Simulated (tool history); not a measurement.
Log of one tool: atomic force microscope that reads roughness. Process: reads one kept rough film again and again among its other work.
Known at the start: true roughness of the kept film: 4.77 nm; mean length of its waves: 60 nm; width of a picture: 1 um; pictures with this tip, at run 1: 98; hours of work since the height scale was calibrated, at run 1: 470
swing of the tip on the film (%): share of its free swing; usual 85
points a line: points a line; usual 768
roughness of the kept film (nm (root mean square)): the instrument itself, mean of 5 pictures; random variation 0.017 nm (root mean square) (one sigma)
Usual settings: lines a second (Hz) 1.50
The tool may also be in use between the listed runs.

run,hour,lines a second (Hz),swing of the tip on the film (%),points a line,pictures with this tip,hours of work since the height scale was calibrated,roughness of the kept film (nm (root mean square))
1,0.0,1.50,85,768,98,470,4.198
2,28.5,1.50,85,768,126,485,4.191
3,69.3,1.50,71,768,166,505,4.396
4,110.6,1.50,71,534,206,526,4.371
# hour 132.7: new tip fitted
5,165.8,1.31,85,768,32,553,4.255
6,218.1,1.51,85,768,83,579,4.199
7,249.0,1.51,85,768,113,595,4.171
8,319.4,1.51,85,768,181,630,4.180
# hour 364.3: new tip fitted
9,365.8,1.51,85,768,1,653,4.189
10,403.1,1.68,85,768,38,671,4.127
11,432.1,1.68,85,768,66,686,4.147
12,502.6,1.50,85,768,134,721,4.186
13,559.6,1.50,62,768,190,750,4.468
# hour 594.8: new tip fitted
14,605.7,3.96,62,768,11,772,4.280
15,667.4,1.50,85,643,71,803,4.177
16,709.3,1.50,85,643,111,824,4.209
17,766.8,1.50,85,469,167,853,4.170
18,821.1,1.50,85,469,220,880,4.216
# hour 825.8: new tip fitted
19,859.8,1.50,85,469,33,899,4.172
20,922.6,1.50,85,469,94,931,4.201
21,969.9,1.50,85,469,140,954,4.173
22,1036.6,1.50,85,469,205,988,4.183
# hour 1056.7: new tip fitted
23,1097.1,1.50,85,469,39,1017,4.171
24,1162.0,1.50,85,469,102,1050,4.165
25,1224.3,2.80,63,666,162,1081,4.357
26,1264.4,1.67,80,506,201,1101,4.229
# hour 1290.9: new tip fitted
27,1310.1,2.11,76,842,19,1124,4.243
28,1352.5,2.68,70,872,60,1145,4.247
29,1421.3,1.50,65,389,127,1179,4.434
30,1450.0,1.50,65,389,155,1194,4.434
31,1488.4,0.55,88,768,192,1213,4.407
# hour 1523.8: new tip fitted
32,1524.6,1.93,56,448,1,1231,4.488
33,1561.2,1.93,56,448,36,1249,4.463
34,1615.8,1.50,89,574,89,1276,4.105
35,1658.0,0.60,55,409,130,1297,4.568
36,1705.8,0.60,55,409,177,1321,4.549
# hour 1759.1: new tip fitted
37,1760.8,1.01,68,876,2,1348,4.474
38,1825.0,1.01,68,876,64,1380,4.480
39,1860.4,1.50,66,768,98,1398,4.454
40,1896.0,1.50,66,768,133,1416,4.435
41,1928.0,1.50,81,363,164,1432,4.241
# hour 1990.9: new tip fitted
42,1992.1,0.56,89,856,1,1464,4.425
43,2020.6,1.50,78,882,28,1478,4.298
44,2084.1,1.50,62,293,90,1510,4.443
45,2141.6,1.50,62,293,146,1538,4.478

4 ways to go on from here, each from the tool as it stands after run 45. What would each give?
A,2185.6,1.98,62,647,189,1560,?
B,2185.6,1.50,60,768,189,1560,?
C,2185.6,1.50,55,566,189,1560,?
D,2185.6,1.19,62,971,189,1560,?

run,roughness of the kept film (nm (root mean square))
A,4.468
B,4.479
C,4.493
D,4.486
Without the tool's hidden state the same runs would have given:
run,roughness of the kept film (nm (root mean square))
A,4.470
B,4.481
C,4.495
D,4.488
